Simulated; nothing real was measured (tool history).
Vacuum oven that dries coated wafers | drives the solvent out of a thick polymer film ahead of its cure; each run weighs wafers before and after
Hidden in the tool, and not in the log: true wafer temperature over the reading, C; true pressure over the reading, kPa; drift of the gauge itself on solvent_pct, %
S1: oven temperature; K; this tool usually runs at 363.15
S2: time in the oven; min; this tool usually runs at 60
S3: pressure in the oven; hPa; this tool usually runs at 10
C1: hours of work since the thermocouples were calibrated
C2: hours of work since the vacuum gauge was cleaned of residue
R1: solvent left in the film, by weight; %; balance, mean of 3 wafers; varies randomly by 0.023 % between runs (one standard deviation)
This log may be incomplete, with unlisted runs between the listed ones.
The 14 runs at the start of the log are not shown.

{"run": 15, "hour": 1069.6, "S1": 363.15, "S2": 60, "S3": 10, "C1": 410, "C2": 1934, "R1": 4.04}
{"run": 16, "hour": 1166.5, "S1": 363.15, "S2": 60, "S3": 10, "C1": 487, "C2": 2011, "R1": 4.06}
{"run": 17, "hour": 1238.7, "S1": 363.15, "S2": 60, "S3": 10, "C1": 545, "C2": 2068, "R1": 4.1}
{"run": 18, "hour": 1341.5, "S1": 363.15, "S2": 60, "S3": 10.3, "C1": 626, "C2": 2150, "R1": 4.12}
{"hour": 1430.0, "done": "oven's thermocouples calibrated"}
{"run": 19, "hour": 1430.0, "S1": 368.15, "S2": 37, "S3": 10.1, "C1": 0, "C2": 2218, "R1": 5.12}
{"run": 20, "hour": 1500.4, "S1": 368.15, "S2": 31, "S3": 10.1, "C1": 56, "C2": 2274, "R1": 5.93}
{"run": 21, "hour": 1556.9, "S1": 359.15, "S2": 82, "S3": 13.9, "C1": 101, "C2": 2319, "R1": 3.94}
{"run": 22, "hour": 1616.7, "S1": 368.15, "S2": 82, "S3": 8.9, "C1": 148, "C2": 2367, "R1": 2.01}
{"run": 23, "hour": 1710.0, "S1": 368.15, "S2": 82, "S3": 8.9, "C1": 222, "C2": 2441, "R1": 2.07}
{"run": 24, "hour": 1773.0, "S1": 377.15, "S2": 83, "S3": 20.8, "C1": 272, "C2": 2491, "R1": 1.35}
{"run": 25, "hour": 1862.0, "S1": 377.15, "S2": 83, "S3": 20.8, "C1": 343, "C2": 2561, "R1": 1.36}
{"run": 26, "hour": 1940.4, "S1": 377.15, "S2": 83, "S3": 20.8, "C1": 405, "C2": 2624, "R1": 1.35}
{"run": 27, "hour": 1988.3, "S1": 377.15, "S2": 83, "S3": 20.8, "C1": 443, "C2": 2662, "R1": 1.36}
{"run": 28, "hour": 2058.9, "S1": 365.15, "S2": 53, "S3": 7.7, "C1": 499, "C2": 2718, "R1": 4.33}
{"run": 29, "hour": 2120.9, "S1": 363.15, "S2": 67, "S3": 8.7, "C1": 548, "C2": 2767, "R1": 3.81}
{"run": 30, "hour": 2169.6, "S1": 363.15, "S2": 67, "S3": 8.7, "C1": 587, "C2": 2806, "R1": 3.87}
{"run": 31, "hour": 2243.4, "S1": 363.15, "S2": 67, "S3": 8.7, "C1": 646, "C2": 2864, "R1": 3.83}
{"hour": 2303.8, "done": "oven's thermocouples calibrated"}
{"hour": 2341.4, "done": "vacuum gauge cleaned of residue and calibrated"}
{"run": 32, "hour": 2342.7, "S1": 378.15, "S2": 35, "S3": 10.8, "C1": 30, "C2": 1, "R1": 3.13}
{"run": 33, "hour": 2417.7, "S1": 369.15, "S2": 39, "S3": 31, "C1": 89, "C2": 61, "R1": 5.05}
{"run": 34, "hour": 2510.1, "S1": 369.15, "S2": 39, "S3": 31, "C1": 163, "C2": 134, "R1": 5.03}
{"run": 35, "hour": 2599.3, "S1": 369.15, "S2": 52, "S3": 8.2, "C1": 233, "C2": 205, "R1": 3.15}
{"run": 36, "hour": 2681.9, "S1": 369.15, "S2": 45, "S3": 19.4, "C1": 299, "C2": 270, "R1": 4.1}

3 ways to go on from here, each from the tool as it stands after run 36. What would each give?
{"run": "A", "hour": 2742.7, "S1": 360.15, "S2": 71, "S3": 23.3, "C1": 347, "C2": 319, "R1": "?"}
{"run": "B", "hour": 2742.7, "S1": 363.15, "S2": 78, "S3": 10, "C1": 347, "C2": 319, "R1": "?"}
{"run": "C", "hour": 2742.7, "S1": 369.15, "S2": 51, "S3": 19.4, "C1": 347, "C2": 319, "R1": "?"}

run=A R1=4.37
run=B R1=2.77
run=C R1=3.65
Had the tool no hidden state, the same runs would have come out as:
run=A R1=4.28
run=B R1=2.69
run=C R1=3.58
